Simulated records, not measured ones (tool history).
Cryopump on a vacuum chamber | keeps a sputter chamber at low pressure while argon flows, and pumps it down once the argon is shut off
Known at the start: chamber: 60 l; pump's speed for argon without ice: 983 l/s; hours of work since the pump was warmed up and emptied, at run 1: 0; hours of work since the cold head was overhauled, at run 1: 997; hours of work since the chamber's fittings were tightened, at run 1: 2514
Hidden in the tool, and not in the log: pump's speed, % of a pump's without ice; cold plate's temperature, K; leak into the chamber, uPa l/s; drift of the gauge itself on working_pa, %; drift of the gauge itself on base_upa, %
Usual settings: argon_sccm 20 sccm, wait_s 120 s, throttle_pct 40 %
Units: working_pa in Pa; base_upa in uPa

run	hour	argon_sccm	wait_s	throttle_pct	hours of work since the pump was warmed up and emptied	hours of work since the cold head was overhauled	hours of work since the chamber's fittings were tightened	working_pa	base_upa
1	0	20	120	40	0	997	2514	0.0873	1.53
2	68	23	120	40	28	1025	2542	0.1009	1.54
3	136.3	23	120	40	56	1053	2570	0.0989	1.6
4	181.6	20	120	40	74	1071	2588	0.0871	1.53
5	222.8	20	120	40	91	1088	2605	0.0866	1.55
6	259.9	20	61	17	106	1103	2621	0.203	2.39
7	305.8	23	120	45	125	1122	2639	0.0895	1.58
8	358.8	14	170	42	147	1144	2661	0.0583	1.29
9	404.4	9	47	27	166	1162	2680	0.0576	3.08
10	465.3	9	47	27	190	1187	2705	0.0586	3.07

Hidden state or all else? Some run-to-run changes of working_pa, split into what the settings, what came in and random variation would give without the hidden state, and what is left for the hidden state (with any gauge scatter that isn't in both results):
Run 5 -> 6: wait_s 120 -> 61, throttle_pct 40 -> 17. working_pa +0.1164 Pa: hidden state +0.0001, all else +0.1163.
Run 7 -> 8: argon_sccm 23 -> 14, wait_s 120 -> 170, throttle_pct 45 -> 42. working_pa -0.0312 Pa: hidden state -0.0005, all else -0.0307.

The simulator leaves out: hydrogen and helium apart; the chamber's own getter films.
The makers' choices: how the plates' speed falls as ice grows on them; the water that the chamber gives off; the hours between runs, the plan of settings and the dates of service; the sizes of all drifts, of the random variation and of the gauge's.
